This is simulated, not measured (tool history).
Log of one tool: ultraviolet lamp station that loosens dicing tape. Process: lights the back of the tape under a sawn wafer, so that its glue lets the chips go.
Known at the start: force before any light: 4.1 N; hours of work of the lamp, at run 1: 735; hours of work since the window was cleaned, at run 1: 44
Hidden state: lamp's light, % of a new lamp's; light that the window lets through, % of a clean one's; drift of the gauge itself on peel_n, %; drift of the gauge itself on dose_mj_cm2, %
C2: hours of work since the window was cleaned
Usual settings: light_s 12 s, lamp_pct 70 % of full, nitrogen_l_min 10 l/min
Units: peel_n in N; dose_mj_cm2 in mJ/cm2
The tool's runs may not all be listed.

Run 1, hour 0.0: usual settings; hours of work of the lamp 735; C2 44. Result: peel_n 0.443 N, dose_mj_cm2 172 mJ/cm2.
Run 2, hour 23.8: usual settings; hours of work of the lamp 750; C2 59. Result: peel_n 0.463 N, dose_mj_cm2 158 mJ/cm2.
Run 3, hour 45.1: usual settings; hours of work of the lamp 763; C2 72. Result: peel_n 0.445 N, dose_mj_cm2 161 mJ/cm2.
Run 4, hour 66.9: usual settings; hours of work of the lamp 776; C2 85. Result: peel_n 0.445 N, dose_mj_cm2 161 mJ/cm2.
Run 5, hour 86.2: usual settings; hours of work of the lamp 788; C2 97. Result: peel_n 0.434 N, dose_mj_cm2 158 mJ/cm2.
Run 6, hour 116.6: usual settings; hours of work of the lamp 807; C2 116. Result: peel_n 0.462 N, dose_mj_cm2 155 mJ/cm2.
Run 7, hour 129.5: usual settings; hours of work of the lamp 815; C2 124. Result: peel_n 0.479 N, dose_mj_cm2 154 mJ/cm2.
Run 8, hour 142.9: usual settings but nitrogen_l_min 5 l/min; hours of work of the lamp 823; C2 132. Result: peel_n 0.741 N, dose_mj_cm2 154 mJ/cm2.
Run 9, hour 157.3: usual settings but nitrogen_l_min 5 l/min; hours of work of the lamp 832; C2 141. Result: peel_n 0.725 N, dose_mj_cm2 151 mJ/cm2.
Run 10, hour 186.7: usual settings but nitrogen_l_min 5 l/min; hours of work of the lamp 850; C2 159. Result: peel_n 0.743 N, dose_mj_cm2 157 mJ/cm2.
Run 11, hour 204.8: usual settings but nitrogen_l_min 5 l/min; hours of work of the lamp 861; C2 170. Result: peel_n 0.753 N, dose_mj_cm2 158 mJ/cm2.
Run 12, hour 232.9: usual settings but nitrogen_l_min 5 l/min; hours of work of the lamp 879; C2 187. Result: peel_n 0.766 N, dose_mj_cm2 152 mJ/cm2.
At hour 235.6: window cleaned of glue's vapour.
Run 13, hour 248.5: usual settings but lamp_pct 84 % of full, nitrogen_l_min 14 l/min; hours of work of the lamp 888; C2 8. Result: peel_n 0.272 N, dose_mj_cm2 182 mJ/cm2.

Run 14 comes next. What will it give?
Run 14, hour 262.4: usual settings but light_s 21 s; hours of work of the lamp 896; C2 16. Result: peel_n ?, dose_mj_cm2 ?.

{"run 14": {"peel_n": 0.156, "dose_mj_cm2": 263}}
Without the tool's hidden state the same run would have given peel_n 0.109 N, dose_mj_cm2 332 mJ/cm2.

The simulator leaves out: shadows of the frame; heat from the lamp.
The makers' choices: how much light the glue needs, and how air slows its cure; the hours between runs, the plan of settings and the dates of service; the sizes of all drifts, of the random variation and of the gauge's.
